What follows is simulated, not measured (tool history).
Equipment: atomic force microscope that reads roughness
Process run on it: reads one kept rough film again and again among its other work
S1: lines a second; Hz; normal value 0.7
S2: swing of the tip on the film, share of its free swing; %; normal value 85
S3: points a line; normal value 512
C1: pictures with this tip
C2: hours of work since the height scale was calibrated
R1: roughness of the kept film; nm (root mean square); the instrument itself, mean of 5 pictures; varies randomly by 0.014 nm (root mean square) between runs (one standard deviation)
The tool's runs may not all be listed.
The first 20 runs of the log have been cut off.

run 21 hour=138.9 | S1=0.7 S2=85 S3=512 | C1=117 C2=259 | R1=3.348
-- hour=147 new tip fitted
run 22 hour=147.3 | S1=0.7 S2=58 S3=904 | C1=0 C2=266 | R1=3.534
run 23 hour=156.4 | S1=0.7 S2=58 S3=904 | C1=18 C2=273 | R1=3.527
run 24 hour=161.5 | S1=0.7 S2=69 S3=295 | C1=29 C2=277 | R1=3.397
run 25 hour=167.9 | S1=0.7 S2=69 S3=295 | C1=41 C2=282 | R1=3.388
run 26 hour=176.7 | S1=0.7 S2=65 S3=951 | C1=59 C2=288 | R1=3.497
run 27 hour=181.1 | S1=1.185 S2=62 S3=951 | C1=68 C2=292 | R1=3.488
run 28 hour=189.1 | S1=0.947 S2=85 S3=356 | C1=84 C2=298 | R1=3.267
run 29 hour=193.9 | S1=0.947 S2=85 S3=356 | C1=93 C2=302 | R1=3.255
run 30 hour=203.8 | S1=0.7 S2=85 S3=988 | C1=113 C2=309 | R1=3.371
run 31 hour=211.3 | S1=0.7 S2=72 S3=893 | C1=128 C2=315 | R1=3.464
-- hour=214.8 new tip fitted
run 32 hour=218.7 | S1=1.035 S2=63 S3=327 | C1=8 C2=321 | R1=3.427
run 33 hour=226 | S1=0.7 S2=66 S3=673 | C1=22 C2=326 | R1=3.516
run 34 hour=230.7 | S1=0.7 S2=66 S3=673 | C1=32 C2=330 | R1=3.498
run 35 hour=238.8 | S1=0.7 S2=85 S3=877 | C1=48 C2=336 | R1=3.374
run 36 hour=243.1 | S1=0.7 S2=85 S3=877 | C1=56 C2=339 | R1=3.407
run 37 hour=250.1 | S1=0.7 S2=65 S3=399 | C1=70 C2=345 | R1=3.463
run 38 hour=257 | S1=3.997 S2=88 S3=327 | C1=84 C2=350 | R1=2.534
run 39 hour=262.4 | S1=1.334 S2=59 S3=638 | C1=95 C2=354 | R1=3.457
run 40 hour=268.3 | S1=3.077 S2=78 S3=321 | C1=107 C2=359 | R1=2.95
run 41 hour=276.6 | S1=3.077 S2=78 S3=321 | C1=123 C2=365 | R1=2.969

Predict each of these 5 candidate next runs independently; none follows another, all start after run 41:
run A hour=280.9 | S1=0.7 S2=88 S3=814 | C1=132 C2=369 | R1=?
run B hour=280.9 | S1=3.077 S2=81 S3=321 | C1=132 C2=369 | R1=?
run C hour=280.9 | S1=0.7 S2=85 S3=734 | C1=132 C2=369 | R1=?
run D hour=280.9 | S1=1.754 S2=77 S3=944 | C1=132 C2=369 | R1=?
run E hour=280.9 | S1=0.918 S2=70 S3=407 | C1=132 C2=369 | R1=?

run=A R1=3.367
run=B R1=2.864
run=C R1=3.353
run=D R1=3.259
run=E R1=3.388
Without the tool's unlogged condition, the same runs would have read:
run=A R1=3.381
run=B R1=2.876
run=C R1=3.367
run=D R1=3.272
run=E R1=3.402

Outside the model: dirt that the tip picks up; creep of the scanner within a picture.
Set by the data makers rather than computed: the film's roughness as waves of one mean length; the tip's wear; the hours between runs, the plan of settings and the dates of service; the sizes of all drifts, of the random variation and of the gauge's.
